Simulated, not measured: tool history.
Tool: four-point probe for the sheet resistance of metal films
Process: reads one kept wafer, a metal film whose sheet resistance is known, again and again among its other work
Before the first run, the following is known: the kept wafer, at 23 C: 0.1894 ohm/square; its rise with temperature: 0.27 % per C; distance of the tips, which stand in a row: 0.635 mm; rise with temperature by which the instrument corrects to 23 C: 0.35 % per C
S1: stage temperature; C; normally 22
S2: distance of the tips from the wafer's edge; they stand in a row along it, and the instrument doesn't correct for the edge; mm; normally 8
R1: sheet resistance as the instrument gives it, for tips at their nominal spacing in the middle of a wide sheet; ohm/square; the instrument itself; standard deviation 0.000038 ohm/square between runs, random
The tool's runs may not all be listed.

run	hour	S1	S2	R1
1	0.0	22	8	0.190251
2	66.2	22	8	0.190190
3	96.5	22	8	0.190190
4	146.3	22	8	0.190192
5	179.0	22	8	0.190217
# hour 191.1: stage's thermometer calibrated
6	237.4	22	8	0.190229
7	299.3	21	8	0.190396
8	359.4	33	9	0.188337
9	417.9	24	8	0.189953
10	488.3	29	63	0.188542
11	519.5	29	63	0.188541

Run 12 has not been measured yet. What should we expect?
12	581.4	29	63	?

Run 12 produced R1 0.188520 ohm/square.
Take away the tool's hidden state, keep the run-to-run variation as it was, and the same run would have given R1 0.188515 ohm/square.
